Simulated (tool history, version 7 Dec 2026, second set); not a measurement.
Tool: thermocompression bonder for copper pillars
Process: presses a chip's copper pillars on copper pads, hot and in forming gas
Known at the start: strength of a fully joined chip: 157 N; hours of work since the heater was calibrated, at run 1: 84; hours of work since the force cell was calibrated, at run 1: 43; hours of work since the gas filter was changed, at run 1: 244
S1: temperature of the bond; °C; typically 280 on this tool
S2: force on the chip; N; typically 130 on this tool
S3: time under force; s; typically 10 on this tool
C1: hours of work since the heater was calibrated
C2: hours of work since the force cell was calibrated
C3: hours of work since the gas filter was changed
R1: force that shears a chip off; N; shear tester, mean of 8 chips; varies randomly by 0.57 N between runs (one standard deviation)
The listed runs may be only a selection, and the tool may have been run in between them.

| run | hour | S1 | S2 | S3 | C1 | C2 | C3 | R1 |
|---|---|---|---|---|---|---|---|---|
| 1 | 0 | 280 | 130 | 10 | 84 | 43 | 244 | 80.5 |
| 2 | 7.3 | 280 | 130 | 10 | 87 | 46 | 247 | 80.1 |
| 3 | 11.5 | 280 | 130 | 10 | 89 | 48 | 248 | 80.1 |
| 4 | 19.6 | 280 | 130 | 10 | 92 | 51 | 252 | 79.4 |
|  | 24.6 | forming gas filter changed |
| 5 | 29 | 280 | 113 | 10 | 96 | 55 | 2 | 72 |
| 6 | 33.3 | 280 | 113 | 10 | 97 | 57 | 4 | 72.7 |
| 7 | 39 | 280 | 113 | 10 | 100 | 59 | 6 | 73.3 |
| 8 | 47.5 | 280 | 113 | 10 | 103 | 63 | 9 | 72 |
| 9 | 54.2 | 282 | 122 | 15 | 106 | 65 | 12 | 91.9 |
| 10 | 62.4 | 253 | 104 | 28 | 109 | 69 | 16 | 70.5 |
| 11 | 67.4 | 272 | 87 | 6 | 112 | 71 | 18 | 39.8 |
| 12 | 75.1 | 280 | 132 | 10 | 115 | 74 | 21 | 85.4 |
| 13 | 81.6 | 310 | 132 | 15 | 117 | 77 | 24 | 123.4 |
| 14 | 85.7 | 297 | 92 | 8 | 119 | 79 | 25 | 64.4 |
| 15 | 94.3 | 281 | 131 | 17 | 123 | 82 | 29 | 99.1 |
| 16 | 100.1 | 281 | 131 | 17 | 125 | 84 | 31 | 101.7 |

What differs in the tool's unlogged condition from the final listed run ahead of each entry between runs to the first listed run following it?
Runs 4 to 5: forming gas filter changed (hour 24.6)
  true temperature of the bond over the reading, C: 2.1 -> 2.2; oxide that the forming gas leaves, % of the face: 5.61 -> 0.68
  measured result minus the result with no hidden state, R1: -1.6 -> +2.4 N
